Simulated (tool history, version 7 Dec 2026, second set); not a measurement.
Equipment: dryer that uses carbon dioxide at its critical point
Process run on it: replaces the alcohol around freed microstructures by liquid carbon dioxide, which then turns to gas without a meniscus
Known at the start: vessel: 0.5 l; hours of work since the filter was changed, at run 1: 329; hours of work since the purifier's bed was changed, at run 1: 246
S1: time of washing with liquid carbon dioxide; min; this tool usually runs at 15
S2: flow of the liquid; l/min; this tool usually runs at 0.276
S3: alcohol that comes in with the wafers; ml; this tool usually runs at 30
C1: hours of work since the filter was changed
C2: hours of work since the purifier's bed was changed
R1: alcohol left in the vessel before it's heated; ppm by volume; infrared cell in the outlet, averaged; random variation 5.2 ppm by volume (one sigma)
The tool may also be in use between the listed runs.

Run 1, hour 0.0: usual settings; C1 329; C2 246. Result: R1 241 ppm by volume.
Run 2, hour 11.4: usual settings but S3 41 ml; C1 336; C2 252. Result: R1 325 ppm by volume.
Run 3, hour 17.4: usual settings but S3 102 ml; C1 339; C2 255. Result: R1 794 ppm by volume.
At hour 19.2: inlet filter changed.
Run 4, hour 27.2: usual settings; C1 4; C2 260. Result: R1 119 ppm by volume.
Run 5, hour 39.5: usual settings; C1 11; C2 267. Result: R1 117 ppm by volume.
Run 6, hour 50.5: usual settings but S1 11 min, S2 0.237 l/min, S3 77 ml; C1 17; C2 273. Result: R1 2792 ppm by volume.
Run 7, hour 61.7: usual settings but S1 11 min, S2 0.237 l/min, S3 77 ml; C1 23; C2 279. Result: R1 2749 ppm by volume.
Run 8, hour 70.0: usual settings but S2 0.323 l/min; C1 27; C2 283. Result: R1 51 ppm by volume.
Run 9, hour 77.8: usual settings but S1 22 min, S2 0.385 l/min, S3 21 ml; C1 31; C2 287. Result: R1 24 ppm by volume.
Run 10, hour 87.0: usual settings but S1 12 min, S2 0.266 l/min, S3 27 ml; C1 36; C2 292. Result: R1 411 ppm by volume.

Consider 3 possible next runs. They are alternatives, not a sequence: every one starts from the tool as it was left by run 10. What does each give?
Run A, hour 97.0: usual settings but S1 10 min, S2 0.297 l/min, S3 31 ml; C1 42; C2 297. Result: R1 ?.
Run B, hour 97.0: usual settings but S1 22 min, S2 0.271 l/min, S3 37 ml; C1 42; C2 297. Result: R1 ?.
Run C, hour 97.0: usual settings but S1 9 min, S2 0.275 l/min, S3 107 ml; C1 42; C2 297. Result: R1 ?.

run    R1
  A   644
  B    35
  C  4778
Take away the tool's hidden state, keep each run's random variation, and the runs would have read:
run    R1
  A   566
  B    13
  C  4395
